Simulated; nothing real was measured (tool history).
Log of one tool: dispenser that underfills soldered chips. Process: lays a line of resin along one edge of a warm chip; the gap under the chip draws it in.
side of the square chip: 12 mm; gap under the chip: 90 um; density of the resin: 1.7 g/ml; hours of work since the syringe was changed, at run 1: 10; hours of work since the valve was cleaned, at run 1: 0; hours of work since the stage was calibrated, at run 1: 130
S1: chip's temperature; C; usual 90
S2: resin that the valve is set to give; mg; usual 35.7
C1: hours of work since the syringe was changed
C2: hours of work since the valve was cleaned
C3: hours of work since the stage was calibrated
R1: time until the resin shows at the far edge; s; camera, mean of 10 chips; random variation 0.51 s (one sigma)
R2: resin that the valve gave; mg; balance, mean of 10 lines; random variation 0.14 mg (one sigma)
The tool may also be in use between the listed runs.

run   hour   S1    S2  C1  C2   C3     R1     R2
  1    0.0   90  35.7  10   0  130   94.7  35.80
       2.1  -- new syringe of resin
  2    8.4   90  35.7   5   6  135   57.3  35.76
  3   12.0   90  35.7   7   9  138   71.6  35.74
  4   16.3   90  35.7  10  12  141   95.0  35.28
      18.6  -- new syringe of resin
  5   22.5   90  35.7   3  16  146   48.4  35.52
  6   26.4   90  35.7   6  19  148   63.3  35.31
  7   30.3   90  35.7   9  22  151   78.5  35.39
  8   34.2   90  35.7  11  25  154   99.4  35.27
      35.0  -- new syringe of resin
  9   43.2   90  35.7   6  31  161   63.9  34.97
 10   49.7   90  35.7  11  36  165   94.1  34.98
      51.3  -- new syringe of resin
 11   56.4   92  35.7   4  40  170   46.4  34.99
 12   63.6   92  35.7   9  46  175   74.8  34.58
      67.6  -- new syringe of resin
 13   69.8   92  35.7   2  50  180   40.4  34.60
      75.4  -- dispensing valve cleaned and set on the balance
 14   78.5   92  35.7   7   2  185   65.3  35.75
      85.2  -- new syringe of resin
 15   85.9   80  41.0   0   7  190   64.6  40.88
 16   94.5   80  41.0   7  14  197  109.8  40.75
     101.5  -- new syringe of resin
 17  103.2   93  35.7   1  20  203   36.7  35.47
 18  108.9   93  37.1   5  24  207   50.6  36.58
 19  114.8  104  42.8  10  28  211   44.4  42.26
     118.0  -- new syringe of resin
 20  119.8   88  39.8   1  32  215   45.7  39.09
 21  128.3   81  30.4   8  38  221  115.4  29.97
     134.8  -- new syringe of resin
 22  136.6  103  39.5   1  44  227   23.1  38.49
 23  144.5  103  39.5   7  50  233   38.7  38.57
     150.6  -- dispensing valve cleaned and set on the balance
     152.0  -- new syringe of resin
 24  153.9  103  39.5   1   2  239   23.4  39.52
 25  160.1   90  36.0   6   7  243   61.0  35.95
 26  166.0   93  36.4  10  11  248   76.4  36.02
     168.3  -- new syringe of resin
 27  170.8  100  34.2   2  14  251   28.0  34.24

Hidden state at the last listed run before each entry between runs and at the first one after, where it differs:
Between runs 1 and 2: new syringe of resin (hour 2.1)
  resin's viscosity, % of fresh resin's: 242.7 -> 150.5; dose that the valve gives, % of what is set: 100.11 -> 99.77; true chip temperature over the reading, C: 1.02 -> 1.06
  measured less the result without the state, R1: +53.7 -> +17.3 s; R2: +0.04 -> -0.09 mg
Between runs 4 and 5: new syringe of resin (hour 18.6)
  resin's viscosity, % of fresh resin's: 244.9 -> 126.6; dose that the valve gives, % of what is set: 99.43 -> 99.17; true chip temperature over the reading, C: 1.09 -> 1.12
  measured less the result without the state, R1: +54.1 -> +8.0 s; R2: -0.20 -> -0.30 mg
Between runs 8 and 9: new syringe of resin (hour 35.0)
  resin's viscosity, % of fresh resin's: 260.1 -> 165.9; dose that the valve gives, % of what is set: 98.65 -> 98.25; true chip temperature over the reading, C: 1.18 -> 1.22
  measured less the result without the state, R1: +59.0 -> +23.2 s; R2: -0.49 -> -0.62 mg
Between runs 10 and 11: new syringe of resin (hour 51.3)
  resin's viscosity, % of fresh resin's: 248 -> 135.7; dose that the valve gives, % of what is set: 97.96 -> 97.69; true chip temperature over the reading, C: 1.25 -> 1.28
  measured less the result without the state, R1: +53.6 -> +10.2 s; R2: -0.73 -> -0.83 mg
Between runs 12 and 13: new syringe of resin (hour 67.6)
  resin's viscosity, % of fresh resin's: 212.3 -> 115.7; dose that the valve gives, % of what is set: 97.38 -> 97.12; true chip temperature over the reading, C: 1.32 -> 1.35
  measured less the result without the state, R1: +37.4 -> +3.3 s; R2: -0.94 -> -1.02 mg
Between runs 13 and 14: dispensing valve cleaned and set on the balance (hour 75.4)
  resin's viscosity, % of fresh resin's: 115.7 -> 186.4; dose that the valve gives, % of what is set: 97.12 -> 100.06; true chip temperature over the reading, C: 1.35 -> 1.38
  measured less the result without the state, R1: +3.3 -> +28.0 s; R2: -1.02 -> +0.02 mg
Between runs 14 and 15: new syringe of resin (hour 85.2)
  resin's viscosity, % of fresh resin's: 186.4 -> 105; dose that the valve gives, % of what is set: 100.06 -> 99.76; true chip temperature over the reading, C: 1.38 -> 1.41
  measured less the result without the state, R1: +28.0 -> -1.5 s; R2: +0.02 -> -0.10 mg
Between runs 16 and 17: new syringe of resin (hour 101.5)
  resin's viscosity, % of fresh resin's: 178 -> 110.2; dose that the valve gives, % of what is set: 99.41 -> 99.04; true chip temperature over the reading, C: 1.46 -> 1.5
  measured less the result without the state, R1: +43.2 -> +1.0 s; R2: -0.24 -> -0.34 mg
Between runs 19 and 20: new syringe of resin (hour 118.0)
  resin's viscosity, % of fresh resin's: 225.6 -> 111.7; dose that the valve gives, % of what is set: 98.55 -> 98.35; true chip temperature over the reading, C: 1.56 -> 1.58
  measured less the result without the state, R1: +23.3 -> +1.7 s; R2: -0.62 -> -0.66 mg
Between runs 21 and 22: new syringe of resin (hour 134.8)
  resin's viscosity, % of fresh resin's: 189.3 -> 112; dose that the valve gives, % of what is set: 98 -> 97.67; true chip temperature over the reading, C: 1.62 -> 1.66
  measured less the result without the state, R1: +49.8 -> +1.0 s; R2: -0.62 -> -0.92 mg
Between runs 23 and 24: dispensing valve cleaned and set on the balance (hour 150.6); new syringe of resin (hour 152.0)
  resin's viscosity, % of fresh resin's: 183.2 -> 111.5; dose that the valve gives, % of what is set: 97.35 -> 100.06; true chip temperature over the reading, C: 1.7 -> 1.74
  measured less the result without the state, R1: +15.8 -> +0.7 s; R2: -1.05 -> +0.02 mg
Between runs 26 and 27: new syringe of resin (hour 168.3)
  resin's viscosity, % of fresh resin's: 235.9 -> 117.3; dose that the valve gives, % of what is set: 99.51 -> 99.35; true chip temperature over the reading, C: 1.8 -> 1.82
  measured less the result without the state, R1: +41.3 -> +2.2 s; R2: -0.18 -> -0.22 mg
